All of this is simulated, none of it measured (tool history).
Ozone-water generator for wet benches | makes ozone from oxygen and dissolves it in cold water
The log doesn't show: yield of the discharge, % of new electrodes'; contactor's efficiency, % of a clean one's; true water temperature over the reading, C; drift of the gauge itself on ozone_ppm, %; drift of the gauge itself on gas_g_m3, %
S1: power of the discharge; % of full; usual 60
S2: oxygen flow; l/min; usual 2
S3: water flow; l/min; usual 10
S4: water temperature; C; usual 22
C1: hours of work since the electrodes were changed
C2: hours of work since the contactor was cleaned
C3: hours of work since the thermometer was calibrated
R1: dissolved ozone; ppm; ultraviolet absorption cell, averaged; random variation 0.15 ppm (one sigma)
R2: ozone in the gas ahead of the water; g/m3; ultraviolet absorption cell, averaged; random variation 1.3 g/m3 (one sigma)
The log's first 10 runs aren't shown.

run	day	S1	S2	S3	S4	C1	C2	C3	R1	R2
11	57.308	60	2	10	22	1433	2320	101	16.6	230.6
12	61.842	60	2	10	22	1524	2411	191	16.5	230
13	65.988	60	2	10	22	1606	2494	274	16.5	225.6
14	74.358	60	2	10	22	1774	2661	442	16.1	223.5
15	79.475	60	2	10	22	1876	2763	544	16.2	222.6
16	87.058	60	2	10	22	2028	2915	695	15.8	221.2
17	90.908	60	2	10	22	2105	2992	772	15.8	220.3
18	100.004	57	2	14	22	2286	3173	954	10.4	208.8
# day 102.317: contactor cleaned
19	104.4	90	3.22	7	16	2371	42	1039	29.5	214.1
20	111.667	60	2	9	17	2516	187	1184	18.2	215.7
21	118.929	60	2	9	17	2661	332	1329	17.9	211.7
22	122.842	47	3.27	8	17	2739	410	1407	16.4	137.2
23	126.817	60	1.29	10	14	2819	490	1487	15.5	267
24	135.579	48	1.27	10	19	2994	665	1662	12.8	236
25	142.958	60	1.4	10	27	3142	812	1809	13.5	252.9
26	151.112	59	1.18	10	30	3304	975	1972	12.5	270.6
# day 152.688: contactor cleaned, once more
27	156.488	77	1.18	16	25	3409	76	2076	9.6	313.5
28	160.646	67	2.48	9	22	3492	159	2159	17.6	189.9
29	168.9	67	2.48	9	22	3657	324	2324	17.3	186.9
30	174.504	60	2.12	13	22	3769	436	2436	11.4	189.9
31	180.533	60	2.12	13	22	3889	557	2557	11.4	190.1
32	184.538	56	2	10	22	3969	637	2637	13.8	187.6
33	191.467	60	2	6	25	4108	775	2775	21.3	192.9

3 ways to go on from here, each from the tool as it stands after run 33. What would each give?
A	195.871	60	2	8	25	4196	863	2863	?	?
B	195.871	84	2.33	6	22	4196	863	2863	?	?
C	195.871	52	1.19	6	22	4196	863	2863	?	?

run	R1	R2
A	17	191.5
B	26.2	212
C	21	240.5
Without the tool's hidden state the same runs would have given:
run	R1	R2
A	22.5	249.9
B	37.1	294.7
C	27	304.7

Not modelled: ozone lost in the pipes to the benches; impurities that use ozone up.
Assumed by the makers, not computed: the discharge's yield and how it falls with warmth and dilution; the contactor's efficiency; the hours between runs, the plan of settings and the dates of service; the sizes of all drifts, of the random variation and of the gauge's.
